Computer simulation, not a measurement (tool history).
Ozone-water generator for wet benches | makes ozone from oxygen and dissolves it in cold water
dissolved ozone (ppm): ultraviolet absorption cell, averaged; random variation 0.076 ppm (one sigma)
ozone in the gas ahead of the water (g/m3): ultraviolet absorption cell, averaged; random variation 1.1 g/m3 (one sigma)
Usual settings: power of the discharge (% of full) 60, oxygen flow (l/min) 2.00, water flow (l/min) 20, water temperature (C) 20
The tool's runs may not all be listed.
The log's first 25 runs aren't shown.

run	hour	power of the discharge (% of full)	oxygen flow (l/min)	water flow (l/min)	water temperature (C)	dissolved ozone (ppm)	ozone in the gas ahead of the water (g/m3)
26	2575.8	60	2.25	20	20	8.94	171.7
27	2727.8	60	2.25	20	20	9.05	171.8
28	2879.8	60	1.23	26	18	6.43	249.9
29	2954.2	60	1.89	20	13	9.42	193.4
30	3094.4	60	1.87	26	24	6.62	193.0
31	3203.4	60	1.87	27	18	6.45	191.0
32	3284.8	60	1.18	27	18	5.89	258.7
33	3386.6	60	2.41	20	20	9.01	162.5

Forecast each of these 4 alternatives for the next run:
A	3449.6	96	1.09	27	20	?	?
B	3449.6	60	2.08	20	25	?	?
C	3449.6	60	2.41	20	21	?	?
D	3449.6	60	2.00	15	20	?	?

run	dissolved ozone (ppm)	ozone in the gas ahead of the water (g/m3)
A	8.26	397.0
B	8.68	179.6
C	8.93	164.4
D	11.81	184.1
Without the tool's hidden state the same runs would have given:
run	dissolved ozone (ppm)	ozone in the gas ahead of the water (g/m3)
A	9.98	452.8
B	10.00	196.6
C	10.31	180.0
D	13.55	201.4

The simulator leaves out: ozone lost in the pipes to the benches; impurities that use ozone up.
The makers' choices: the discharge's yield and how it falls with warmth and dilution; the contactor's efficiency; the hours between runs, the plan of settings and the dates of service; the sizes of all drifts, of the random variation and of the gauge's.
